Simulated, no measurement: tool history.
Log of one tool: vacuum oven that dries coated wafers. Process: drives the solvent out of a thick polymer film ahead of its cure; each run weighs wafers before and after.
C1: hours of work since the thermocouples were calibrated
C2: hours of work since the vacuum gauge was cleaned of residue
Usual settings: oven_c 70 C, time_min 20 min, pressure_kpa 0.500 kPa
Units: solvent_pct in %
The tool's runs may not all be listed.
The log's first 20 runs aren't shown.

{"run": 21, "hour": 861.8, "oven_c": 57, "time_min": 18, "pressure_kpa": 0.501, "C1": 339, "C2": 941, "solvent_pct": 3.87}
{"run": 22, "hour": 901.6, "oven_c": 61, "time_min": 18, "pressure_kpa": 0.448, "C1": 357, "C2": 959, "solvent_pct": 3.0}
{"run": 23, "hour": 954.4, "oven_c": 62, "time_min": 11, "pressure_kpa": 1.459, "C1": 381, "C2": 983, "solvent_pct": 5.61}
{"run": 24, "hour": 979.2, "oven_c": 82, "time_min": 11, "pressure_kpa": 1.152, "C1": 392, "C2": 994, "solvent_pct": 1.55}
{"run": 25, "hour": 1039.1, "oven_c": 75, "time_min": 24, "pressure_kpa": 1.166, "C1": 420, "C2": 1022, "solvent_pct": 0.74}
{"run": 26, "hour": 1098.1, "oven_c": 75, "time_min": 24, "pressure_kpa": 1.166, "C1": 447, "C2": 1049, "solvent_pct": 0.77}
{"run": 27, "hour": 1150.7, "oven_c": 78, "time_min": 20, "pressure_kpa": 0.271, "C1": 471, "C2": 1073, "solvent_pct": 0.51}
{"run": 28, "hour": 1205.0, "oven_c": 78, "time_min": 20, "pressure_kpa": 0.271, "C1": 495, "C2": 1097, "solvent_pct": 0.39}
{"run": 29, "hour": 1265.1, "oven_c": 70, "time_min": 17, "pressure_kpa": 1.692, "C1": 523, "C2": 1125, "solvent_pct": 2.22}
{"run": 30, "hour": 1311.4, "oven_c": 70, "time_min": 17, "pressure_kpa": 1.692, "C1": 544, "C2": 1146, "solvent_pct": 2.23}
{"run": 31, "hour": 1345.6, "oven_c": 60, "time_min": 17, "pressure_kpa": 0.28, "C1": 559, "C2": 1161, "solvent_pct": 3.4}
{"run": 32, "hour": 1381.1, "oven_c": 70, "time_min": 34, "pressure_kpa": 1.746, "C1": 576, "C2": 1178, "solvent_pct": 1.0}
{"run": 33, "hour": 1420.9, "oven_c": 70, "time_min": 34, "pressure_kpa": 1.746, "C1": 594, "C2": 1196, "solvent_pct": 1.0}
{"run": 34, "hour": 1448.8, "oven_c": 70, "time_min": 21, "pressure_kpa": 1.746, "C1": 606, "C2": 1208, "solvent_pct": 1.67}
{"run": 35, "hour": 1482.6, "oven_c": 55, "time_min": 16, "pressure_kpa": 1.746, "C1": 622, "C2": 1224, "solvent_pct": 5.71}
{"run": 36, "hour": 1522.0, "oven_c": 55, "time_min": 16, "pressure_kpa": 1.746, "C1": 640, "C2": 1242, "solvent_pct": 5.68}
{"run": 37, "hour": 1555.3, "oven_c": 58, "time_min": 10, "pressure_kpa": 0.29, "C1": 655, "C2": 1257, "solvent_pct": 6.3}
{"run": 38, "hour": 1607.7, "oven_c": 83, "time_min": 20, "pressure_kpa": 1.42, "C1": 679, "C2": 1281, "solvent_pct": 0.56}

4 ways to go on from here, each from the tool as it stands after run 38. What would each give?
{"run": "A", "hour": 1638.3, "oven_c": 75, "time_min": 20, "pressure_kpa": 0.928, "C1": 693, "C2": 1295, "solvent_pct": "?"}
{"run": "B", "hour": 1638.3, "oven_c": 83, "time_min": 10, "pressure_kpa": 1.42, "C1": 693, "C2": 1295, "solvent_pct": "?"}
{"run": "C", "hour": 1638.3, "oven_c": 78, "time_min": 32, "pressure_kpa": 0.5, "C1": 693, "C2": 1295, "solvent_pct": "?"}
{"run": "D", "hour": 1638.3, "oven_c": 70, "time_min": 24, "pressure_kpa": 0.557, "C1": 693, "C2": 1295, "solvent_pct": "?"}

run=A solvent_pct=0.90
run=B solvent_pct=1.80
run=C solvent_pct=0.15
run=D solvent_pct=0.79
Without the tool's hidden state the same runs would have given:
run=A solvent_pct=0.89
run=B solvent_pct=1.79
run=C solvent_pct=0.14
run=D solvent_pct=0.78
